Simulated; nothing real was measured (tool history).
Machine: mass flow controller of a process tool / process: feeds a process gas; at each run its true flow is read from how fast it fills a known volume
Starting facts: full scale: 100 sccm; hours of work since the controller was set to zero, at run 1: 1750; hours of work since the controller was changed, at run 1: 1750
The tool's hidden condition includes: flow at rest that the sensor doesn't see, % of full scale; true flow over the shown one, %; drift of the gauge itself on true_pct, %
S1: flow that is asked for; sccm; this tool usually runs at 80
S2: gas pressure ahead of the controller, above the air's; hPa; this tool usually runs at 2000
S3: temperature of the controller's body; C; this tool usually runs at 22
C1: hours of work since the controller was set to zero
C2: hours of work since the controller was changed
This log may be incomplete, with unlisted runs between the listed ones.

run 1 hour=0 | S1=80 S2=2000 S3=22 | C1=1750 C2=1750 | true_flow_(%)=100.77
run 2 hour=336.2 | S1=80 S2=2000 S3=22 | C1=1966 C2=1966 | true_flow_(%)=100.84
run 3 hour=668.4 | S1=80 S2=2000 S3=22 | C1=2180 C2=2180 | true_flow_(%)=100.88
run 4 hour=915.6 | S1=80 S2=2000 S3=22 | C1=2339 C2=2339 | true_flow_(%)=100.84
run 5 hour=1238.6 | S1=80 S2=2000 S3=22 | C1=2547 C2=2547 | true_flow_(%)=100.9
run 6 hour=1664.3 | S1=80 S2=2000 S3=22 | C1=2821 C2=2821 | true_flow_(%)=101.17
run 7 hour=2161.2 | S1=80 S2=2000 S3=22 | C1=3141 C2=3141 | true_flow_(%)=101.17
run 8 hour=2432.2 | S1=80 S2=2000 S3=22 | C1=3315 C2=3315 | true_flow_(%)=101.2
run 9 hour=2774.6 | S1=80 S2=2000 S3=22 | C1=3536 C2=3536 | true_flow_(%)=101.36
run 10 hour=3150.9 | S1=80 S2=1810 S3=22 | C1=3778 C2=3778 | true_flow_(%)=101.58
run 11 hour=3505.1 | S1=80 S2=1810 S3=22 | C1=4006 C2=4006 | true_flow_(%)=101.63
run 12 hour=3970.9 | S1=80 S2=1810 S3=22 | C1=4306 C2=4306 | true_flow_(%)=101.78
run 13 hour=4386.4 | S1=80 S2=1800 S3=22 | C1=4573 C2=4573 | true_flow_(%)=101.89
run 14 hour=4898.1 | S1=80 S2=1800 S3=22 | C1=4902 C2=4902 | true_flow_(%)=102.06
-- hour=5114.7 controller's zero set anew
run 15 hour=5257.6 | S1=80 S2=1800 S3=22 | C1=92 C2=5134 | true_flow_(%)=102.56
run 16 hour=5755.2 | S1=80 S2=1800 S3=22 | C1=412 C2=5454 | true_flow_(%)=102.74
run 17 hour=6318.8 | S1=80 S2=2000 S3=22 | C1=775 C2=5816 | true_flow_(%)=102.91
run 18 hour=6715.1 | S1=80 S2=2000 S3=26 | C1=1030 C2=6072 | true_flow_(%)=102.89
run 19 hour=7193.8 | S1=32 S2=2000 S3=22 | C1=1338 C2=6380 | true_flow_(%)=101.87
run 20 hour=7651.3 | S1=32 S2=2000 S3=22 | C1=1632 C2=6674 | true_flow_(%)=102.01
run 21 hour=8120.1 | S1=80 S2=1940 S3=22 | C1=1934 C2=6976 | true_flow_(%)=103.43
run 22 hour=8629.6 | S1=80 S2=1940 S3=22 | C1=2262 C2=7304 | true_flow_(%)=103.58
run 23 hour=9028.8 | S1=80 S2=1940 S3=22 | C1=2519 C2=7561 | true_flow_(%)=103.6
run 24 hour=9323.4 | S1=80 S2=2000 S3=22 | C1=2709 C2=7750 | true_flow_(%)=103.78
-- hour=9428.5 controller exchanged for a calibrated one
run 25 hour=9620.3 | S1=80 S2=2000 S3=22 | C1=123 C2=123 | true_flow_(%)=99.91
run 26 hour=9898.4 | S1=56 S2=2000 S3=32 | C1=302 C2=302 | true_flow_(%)=99.16
run 27 hour=10420.2 | S1=28 S2=2000 S3=22 | C1=638 C2=638 | true_flow_(%)=98.99
run 28 hour=10968.3 | S1=30 S2=1530 S3=34 | C1=991 C2=991 | true_flow_(%)=98.83
run 29 hour=11209.3 | S1=22 S2=2230 S3=22 | C1=1146 C2=1146 | true_flow_(%)=98.79
run 30 hour=11475.9 | S1=22 S2=2230 S3=25 | C1=1318 C2=1318 | true_flow_(%)=98.72
run 31 hour=11706 | S1=13 S2=2230 S3=26 | C1=1466 C2=1466 | true_flow_(%)=98.2
run 32 hour=12082 | S1=39 S2=2230 S3=26 | C1=1708 C2=1708 | true_flow_(%)=99.34
run 33 hour=12506.6 | S1=47 S2=2000 S3=29 | C1=1981 C2=1981 | true_flow_(%)=99.54
run 34 hour=12837.3 | S1=47 S2=2000 S3=29 | C1=2194 C2=2194 | true_flow_(%)=99.65
run 35 hour=13085 | S1=47 S2=2000 S3=29 | C1=2353 C2=2353 | true_flow_(%)=99.83
run 36 hour=13530.7 | S1=28 S2=2370 S3=22 | C1=2640 C2=2640 | true_flow_(%)=99.33
run 37 hour=13891.9 | S1=28 S2=2370 S3=22 | C1=2873 C2=2873 | true_flow_(%)=99.38
run 38 hour=14266.6 | S1=25 S2=1630 S3=27 | C1=3114 C2=3114 | true_flow_(%)=99.28
run 39 hour=14713.2 | S1=91 S2=1630 S3=21 | C1=3401 C2=3401 | true_flow_(%)=101.59
run 40 hour=15282.5 | S1=89 S2=1650 S3=25 | C1=3767 C2=3767 | true_flow_(%)=101.57
run 41 hour=15829 | S1=89 S2=1650 S3=25 | C1=4119 C2=4119 | true_flow_(%)=101.81
run 42 hour=16387.1 | S1=89 S2=1650 S3=25 | C1=4478 C2=4478 | true_flow_(%)=101.97
run 43 hour=16801 | S1=25 S2=2360 S3=25 | C1=4745 C2=4745 | true_flow_(%)=99.5
-- hour=17259.8 controller's zero set anew
run 44 hour=17300.3 | S1=86 S2=1440 S3=30 | C1=26 C2=5066 | true_flow_(%)=102.51
run 45 hour=17804.9 | S1=86 S2=1440 S3=30 | C1=351 C2=5391 | true_flow_(%)=102.53
run 46 hour=18284.2 | S1=86 S2=1440 S3=30 | C1=659 C2=5699 | true_flow_(%)=102.72
run 47 hour=18589.1 | S1=86 S2=1440 S3=23 | C1=856 C2=5895 | true_flow_(%)=103.12
run 48 hour=18997.8 | S1=86 S2=1440 S3=23 | C1=1119 C2=6158 | true_flow_(%)=103.13
run 49 hour=19354.7 | S1=80 S2=2560 S3=20 | C1=1348 C2=6388 | true_flow_(%)=103.15

Branching from run 49: 3 alternative next runs. What would each branch give?
run A hour=19827.7 | S1=80 S2=2560 S3=37 | C1=1653 C2=6692 | true_flow_(%)=?
run B hour=19827.7 | S1=12 S2=1790 S3=20 | C1=1653 C2=6692 | true_flow_(%)=?
run C hour=19827.7 | S1=80 S2=2000 S3=36 | C1=1653 C2=6692 | true_flow_(%)=?

run=A true_flow_(%)=102.51
run=B true_flow_(%)=100.98
run=C true_flow_(%)=102.71
What these runs would have given with no unlogged condition in the tool:
run=A true_flow_(%)=99.02
run=B true_flow_(%)=98.46
run=C true_flow_(%)=99.23
